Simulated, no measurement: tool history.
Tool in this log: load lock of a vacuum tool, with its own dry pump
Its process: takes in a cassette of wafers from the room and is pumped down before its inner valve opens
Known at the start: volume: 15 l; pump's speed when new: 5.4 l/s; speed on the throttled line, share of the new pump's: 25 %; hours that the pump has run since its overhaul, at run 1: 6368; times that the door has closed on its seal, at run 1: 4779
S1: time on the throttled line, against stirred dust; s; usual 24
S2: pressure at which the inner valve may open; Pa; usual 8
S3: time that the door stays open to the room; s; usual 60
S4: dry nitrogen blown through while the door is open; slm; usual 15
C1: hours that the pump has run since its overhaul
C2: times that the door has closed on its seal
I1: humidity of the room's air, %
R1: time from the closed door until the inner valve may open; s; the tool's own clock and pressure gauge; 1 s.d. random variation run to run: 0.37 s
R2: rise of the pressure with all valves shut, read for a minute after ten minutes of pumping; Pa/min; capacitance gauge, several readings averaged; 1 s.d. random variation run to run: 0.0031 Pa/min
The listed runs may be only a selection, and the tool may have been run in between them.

run 1 hour=0.0 | S1=24 S2=8 S3=60 S4=15 | C1=6368 C2=4779 | I1=47.0 | R1=45.9 R2=0.104
run 2 hour=202.4 | S1=24 S2=8 S3=29 S4=15 | C1=6570 C2=5254 | I1=46.7 | R1=45.7 R2=0.080
run 3 hour=395.0 | S1=21 S2=8 S3=29 S4=15 | C1=6763 C2=5705 | I1=42.8 | R1=43.7 R2=0.083
run 4 hour=668.6 | S1=21 S2=8 S3=29 S4=15 | C1=7037 C2=6347 | I1=43.9 | R1=43.3 R2=0.089
run 5 hour=837.3 | S1=24 S2=8 S3=60 S4=15 | C1=7205 C2=6742 | I1=42.0 | R1=46.8 R2=0.111
run 6 hour=1120.9 | S1=24 S2=8 S3=60 S4=15 | C1=7489 C2=7407 | I1=44.2 | R1=45.7 R2=0.121
run 7 hour=1399.6 | S1=26 S2=8 S3=60 S4=15 | C1=7768 C2=8060 | I1=45.4 | R1=48.4 R2=0.139
run 8 hour=1786.4 | S1=32 S2=8 S3=60 S4=15 | C1=8154 C2=8967 | I1=47.5 | R1=52.1 R2=0.150
run 9 hour=1996.1 | S1=24 S2=8 S3=60 S4=15 | C1=8364 C2=9458 | I1=44.5 | R1=46.8 R2=0.154
run 10 hour=2230.0 | S1=24 S2=8 S3=60 S4=15 | C1=8598 C2=10006 | I1=42.5 | R1=46.3 R2=0.151
run 11 hour=2578.1 | S1=24 S2=8 S3=60 S4=15 | C1=8946 C2=10822 | I1=46.7 | R1=47.0 R2=0.174
run 12 hour=2749.9 | S1=24 S2=8 S3=60 S4=15 | C1=9118 C2=11225 | I1=46.3 | R1=47.1 R2=0.182
run 13 hour=2924.5 | S1=24 S2=8 S3=60 S4=41 | C1=9293 C2=11634 | I1=47.5 | R1=47.4 R2=0.165
run 14 hour=3294.4 | S1=24 S2=8 S3=60 S4=9 | C1=9662 C2=12501 | I1=42.7 | R1=46.8 R2=0.200
run 15 hour=3474.1 | S1=24 S2=8 S3=60 S4=9 | C1=9842 C2=12923 | I1=43.1 | R1=47.5 R2=0.212
run 16 hour=3719.4 | S1=24 S2=8 S3=60 S4=9 | C1=10087 C2=13498 | I1=45.5 | R1=47.2 R2=0.229
run 17 hour=4082.1 | S1=24 S2=8 S3=60 S4=15 | C1=10450 C2=14348 | I1=44.5 | R1=47.3 R2=0.234
run 18 hour=4431.5 | S1=24 S2=8 S3=60 S4=15 | C1=10799 C2=15167 | I1=46.0 | R1=46.8 R2=0.250
run 19 hour=4738.0 | S1=24 S2=8 S3=95 S4=15 | C1=11106 C2=15885 | I1=49.0 | R1=47.4 R2=0.288
run 20 hour=5108.5 | S1=24 S2=10 S3=162 S4=15 | C1=11477 C2=16754 | I1=42.9 | R1=46.0 R2=0.317
run 21 hour=5395.6 | S1=24 S2=10 S3=162 S4=15 | C1=11764 C2=17427 | I1=43.6 | R1=47.2 R2=0.343
run 22 hour=5591.1 | S1=15 S2=8 S3=45 S4=14 | C1=11959 C2=17885 | I1=44.8 | R1=41.3 R2=0.298
run 23 hour=5926.8 | S1=15 S2=8 S3=45 S4=14 | C1=12295 C2=18672 | I1=43.1 | R1=41.9 R2=0.316
run 24 hour=6310.5 | S1=15 S2=8 S3=45 S4=14 | C1=12679 C2=19571 | I1=44.1 | R1=41.6 R2=0.328
run 25 hour=6682.1 | S1=15 S2=8 S3=45 S4=14 | C1=13050 C2=20442 | I1=43.7 | R1=42.8 R2=0.360
run 26 hour=7055.8 | S1=21 S2=8 S3=140 S4=15 | C1=13424 C2=21318 | I1=47.3 | R1=46.1 R2=0.429
run 27 hour=7344.3 | S1=24 S2=7 S3=60 S4=28 | C1=13712 C2=21994 | I1=44.3 | R1=49.0 R2=0.385
run 28 hour=7677.6 | S1=24 S2=8 S3=103 S4=8 | C1=14046 C2=22776 | I1=40.7 | R1=49.0 R2=0.445
run 29 hour=7995.1 | S1=24 S2=6 S3=60 S4=15 | C1=14363 C2=23520 | I1=43.1 | R1=50.1 R2=0.436
run 30 hour=8171.4 | S1=24 S2=8 S3=28 S4=34 | C1=14539 C2=23933 | I1=49.4 | R1=49.3 R2=0.416
-- hour=8475.7 door's seal changed, seat wiped
run 31 hour=8524.3 | S1=24 S2=8 S3=28 S4=34 | C1=14891 C2=114 | I1=46.4 | R1=49.1 R2=0.040
run 32 hour=8908.5 | S1=24 S2=8 S3=28 S4=34 | C1=15275 C2=1014 | I1=46.7 | R1=49.2 R2=0.042
run 33 hour=9069.5 | S1=24 S2=15 S3=70 S4=34 | C1=15436 C2=1392 | I1=45.3 | R1=47.7 R2=0.058
run 34 hour=9419.7 | S1=24 S2=9 S3=60 S4=5 | C1=15786 C2=2213 | I1=41.9 | R1=49.2 R2=0.099
run 35 hour=9725.2 | S1=24 S2=8 S3=34 S4=11 | C1=16092 C2=2929 | I1=45.5 | R1=49.2 R2=0.083
run 36 hour=10038.6 | S1=24 S2=8 S3=34 S4=11 | C1=16405 C2=3663 | I1=46.2 | R1=50.2 R2=0.081
run 37 hour=10392.8 | S1=24 S2=7 S3=224 S4=11 | C1=16759 C2=4494 | I1=47.2 | R1=49.6 R2=0.194
run 38 hour=10696.7 | S1=38 S2=8 S3=129 S4=23 | C1=17063 C2=5206 | I1=44.8 | R1=60.2 R2=0.132

Predict each of these 3 candidate next runs independently; none follows another, all start after run 38:
run A hour=11068.8 | S1=24 S2=8 S3=117 S4=25 | C1=17435 C2=6078 | I1=40.8 | R1=? R2=?
run B hour=11068.8 | S1=38 S2=8 S3=46 S4=23 | C1=17435 C2=6078 | I1=42.1 | R1=? R2=?
run C hour=11068.8 | S1=15 S2=6 S3=197 S4=23 | C1=17435 C2=6078 | I1=45.7 | R1=? R2=?

run=A R1=50.2 R2=0.118
run=B R1=59.6 R2=0.096
run=C R1=45.5 R2=0.165
What these runs would have given with no unlogged condition in the tool:
run=A R1=44.0 R2=0.067
run=B R1=54.5 R2=0.045
run=C R1=38.4 R2=0.113

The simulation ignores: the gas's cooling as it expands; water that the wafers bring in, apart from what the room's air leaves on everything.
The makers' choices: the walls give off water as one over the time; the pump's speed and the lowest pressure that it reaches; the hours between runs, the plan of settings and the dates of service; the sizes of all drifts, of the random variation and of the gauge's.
